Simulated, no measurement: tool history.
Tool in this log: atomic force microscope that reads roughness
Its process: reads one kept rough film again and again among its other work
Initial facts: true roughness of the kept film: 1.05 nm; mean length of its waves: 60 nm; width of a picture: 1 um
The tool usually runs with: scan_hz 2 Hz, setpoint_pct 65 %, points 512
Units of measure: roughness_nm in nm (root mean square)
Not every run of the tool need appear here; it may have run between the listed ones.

run	hour	scan_hz	setpoint_pct	points	roughness_nm
1	0	2	65	512	0.987
2	9.1	2	65	512	0.999
# hour 27.2: new tip fitted
3	28.3	2	65	512	1.003
4	49.7	2	65	512	0.998
5	66.4	2	65	512	1.007
6	80	2	65	512	1.004
7	90.8	2	65	694	0.995
8	101.8	1.03	65	512	1.01
9	117.9	1.03	65	512	1.018
10	131.9	1.03	65	276	1.008
11	145.7	2	65	431	0.996
12	158.6	2	65	832	0.981
# hour 166.3: new tip fitted
13	178.9	2	65	832	0.996
14	189.6	2	65	512	1.005
# hour 192.1: height scale calibrated on a step standard
15	211.5	2	65	512	0.999
16	224.1	2	65	512	1.003
17	244.8	2	65	512	0.998
# hour 247.8: height scale calibrated on a step standard, once more
18	259.3	1.12	65	559	1.006
19	271	3.81	69	559	0.948
20	285.2	3.81	69	559	0.938
21	297.6	3.81	69	297	0.928
# hour 307.1: new tip fitted
22	310.3	2	68	512	0.985
23	321.5	2	68	512	0.997
24	342	1.21	59	615	1.023
25	357.8	2	78	512	0.965
26	372.2	2	78	512	0.963
27	383	2	68	402	0.983
28	402.2	2.35	86	600	0.909
29	415.2	2	71	648	0.972
30	427.5	2	71	648	0.971
# hour 445.5: new tip fitted
31	445.5	0.71	71	648	1.015
32	454.6	1.67	58	585	1.023
33	474.7	0.86	87	897	0.979

Measured result minus the same run's result without the hidden state. Both carry the same run-to-run variation, though not necessarily the same gauge scatter:
The hidden state here: radius of the tip, nm; height scale over the true one, %; drift of the gauge itself on roughness_nm, %.
run	roughness_nm
1	-0.011
2	-0.012
3	-0.001
4	-0.003
5	-0.005
6	-0.007
7	-0.008
8	-0.009
9	-0.01
10	-0.012
11	-0.014
12	-0.014
13	-0.003
14	-0.004
15	-0.007
16	-0.009
17	-0.011
18	-0.011
19	-0.011
20	-0.013
21	-0.014
22	-0.001
23	-0.003
24	-0.006
25	-0.007
26	-0.008
27	-0.01
28	-0.011
29	-0.013
30	-0.014
31	-0.002
32	-0.003
33	-0.005

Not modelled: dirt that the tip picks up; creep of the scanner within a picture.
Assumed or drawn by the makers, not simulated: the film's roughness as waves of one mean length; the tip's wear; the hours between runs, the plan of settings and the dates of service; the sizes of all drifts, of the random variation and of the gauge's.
